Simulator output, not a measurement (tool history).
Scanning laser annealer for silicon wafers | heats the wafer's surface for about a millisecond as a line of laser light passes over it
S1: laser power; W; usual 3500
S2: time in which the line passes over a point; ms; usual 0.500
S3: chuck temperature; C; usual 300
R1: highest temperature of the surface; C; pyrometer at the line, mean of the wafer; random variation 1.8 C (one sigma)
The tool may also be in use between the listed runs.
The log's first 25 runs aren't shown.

run 26 day=52.550 | S1=2996 S2=0.605 S3=279 | R1=967
run 27 day=54.275 | S1=3516 S2=0.446 S3=309 | R1=996
run 28 day=57.004 | S1=3111 S2=0.420 S3=336 | R1=930
run 29 day=58.496 | S1=3540 S2=0.420 S3=336 | R1=1001
run 30 day=61.050 | S1=3540 S2=0.420 S3=336 | R1=1000
run 31 day=63.467 | S1=3540 S2=0.420 S3=336 | R1=1000
run 32 day=66.038 | S1=3226 S2=0.420 S3=336 | R1=949
run 33 day=68.050 | S1=3064 S2=0.500 S3=300 | R1=931
run 34 day=70.762 | S1=3785 S2=0.500 S3=280 | R1=1045
run 35 day=73.962 | S1=3809 S2=0.565 S3=286 | R1=1105
run 36 day=76.821 | S1=3809 S2=0.565 S3=286 | R1=1105

5 ways to go on from here, each from the tool as it stands after run 36. What would each give?
-- day=77.333 window over the wafer cleaned
run A day=78.625 | S1=3738 S2=0.565 S3=286 | R1=?
-- day=77.333 window over the wafer cleaned
run B day=78.625 | S1=3725 S2=0.405 S3=283 | R1=?
-- day=77.333 window over the wafer cleaned
run C day=78.625 | S1=3809 S2=0.565 S3=276 | R1=?
-- day=77.333 window over the wafer cleaned
run D day=78.625 | S1=3500 S2=0.500 S3=267 | R1=?
-- day=77.333 window over the wafer cleaned
run E day=78.625 | S1=3809 S2=0.453 S3=286 | R1=?

run=A R1=1103
run=B R1=970
run=C R1=1106
run=D R1=992
run=E R1=1028
Without the tool's hidden state the same runs would have given:
run=A R1=1100
run=B R1=967
run=C R1=1102
run=D R1=989
run=E R1=1025
